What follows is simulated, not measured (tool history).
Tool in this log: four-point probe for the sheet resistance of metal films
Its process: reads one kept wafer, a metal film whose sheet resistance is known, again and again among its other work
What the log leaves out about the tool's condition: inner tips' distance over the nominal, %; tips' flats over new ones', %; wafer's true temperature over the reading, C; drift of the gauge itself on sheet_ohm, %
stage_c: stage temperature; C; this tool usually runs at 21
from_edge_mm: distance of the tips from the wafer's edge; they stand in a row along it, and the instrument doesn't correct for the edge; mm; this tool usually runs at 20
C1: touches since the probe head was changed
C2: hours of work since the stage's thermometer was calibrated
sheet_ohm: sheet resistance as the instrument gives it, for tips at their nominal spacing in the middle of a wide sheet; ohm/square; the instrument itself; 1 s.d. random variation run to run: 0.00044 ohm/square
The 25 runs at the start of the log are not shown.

{"run": 26, "day": 43.467, "stage_c": 34, "from_edge_mm": 34, "C1": 6095, "C2": 650, "sheet_ohm": 2.203855}
{"run": 27, "day": 45.917, "stage_c": 28, "from_edge_mm": 4, "C1": 8868, "C2": 683, "sheet_ohm": 2.310277}
{"run": 28, "day": 48.029, "stage_c": 28, "from_edge_mm": 7, "C1": 11261, "C2": 711, "sheet_ohm": 2.237002}
{"run": 29, "day": 49.217, "stage_c": 26, "from_edge_mm": 18, "C1": 12605, "C2": 728, "sheet_ohm": 2.20361}
{"run": 30, "day": 50.646, "stage_c": 26, "from_edge_mm": 18, "C1": 14224, "C2": 747, "sheet_ohm": 2.203441}
{"run": 31, "day": 52.454, "stage_c": 24, "from_edge_mm": 4, "C1": 16270, "C2": 771, "sheet_ohm": 2.309835}
{"run": 32, "day": 54.762, "stage_c": 24, "from_edge_mm": 8, "C1": 18885, "C2": 803, "sheet_ohm": 2.22736}
{"run": 33, "day": 56.279, "stage_c": 24, "from_edge_mm": 8, "C1": 20603, "C2": 823, "sheet_ohm": 2.227491}
{"run": 34, "day": 57.762, "stage_c": 19, "from_edge_mm": 10, "C1": 22280, "C2": 843, "sheet_ohm": 2.213334}
{"run": 35, "day": 59.167, "stage_c": 29, "from_edge_mm": 15, "C1": 23874, "C2": 862, "sheet_ohm": 2.211543}
{"run": 36, "day": 60.383, "stage_c": 29, "from_edge_mm": 15, "C1": 25250, "C2": 879, "sheet_ohm": 2.212677}
{"run": 37, "day": 62.217, "stage_c": 21, "from_edge_mm": 55, "C1": 27324, "C2": 904, "sheet_ohm": 2.198162}
{"run": 38, "day": 63.538, "stage_c": 31, "from_edge_mm": 25, "C1": 28820, "C2": 922, "sheet_ohm": 2.211266}
{"run": 39, "day": 65.096, "stage_c": 26, "from_edge_mm": 69, "C1": 30585, "C2": 943, "sheet_ohm": 2.204061}
{"run": 40, "day": 67.683, "stage_c": 26, "from_edge_mm": 69, "C1": 33517, "C2": 978, "sheet_ohm": 2.205297}
{"run": 41, "day": 69.267, "stage_c": 26, "from_edge_mm": 69, "C1": 35311, "C2": 999, "sheet_ohm": 2.206656}
{"run": 42, "day": 70.579, "stage_c": 23, "from_edge_mm": 17, "C1": 36797, "C2": 1017, "sheet_ohm": 2.208696}

Here are 4 independent what-if runs from the current tool condition. What would each one return?
{"run": "A", "day": 72.354, "stage_c": 23, "from_edge_mm": 5, "C1": 38807, "C2": 1041, "sheet_ohm": "?"}
{"run": "B", "day": 72.354, "stage_c": 26, "from_edge_mm": 3, "C1": 38807, "C2": 1041, "sheet_ohm": "?"}
{"run": "C", "day": 72.354, "stage_c": 32, "from_edge_mm": 12, "C1": 38807, "C2": 1041, "sheet_ohm": "?"}
{"run": "D", "day": 72.354, "stage_c": 23, "from_edge_mm": 6, "C1": 38807, "C2": 1041, "sheet_ohm": "?"}

run=A sheet_ohm=2.277626
run=B sheet_ohm=2.399478
run=C sheet_ohm=2.224781
run=D sheet_ohm=2.256205
Without the tool's unlogged condition, the same runs would have read:
run=A sheet_ohm=2.263886
run=B sheet_ohm=2.385058
run=C sheet_ohm=2.21125
run=D sheet_ohm=2.242581
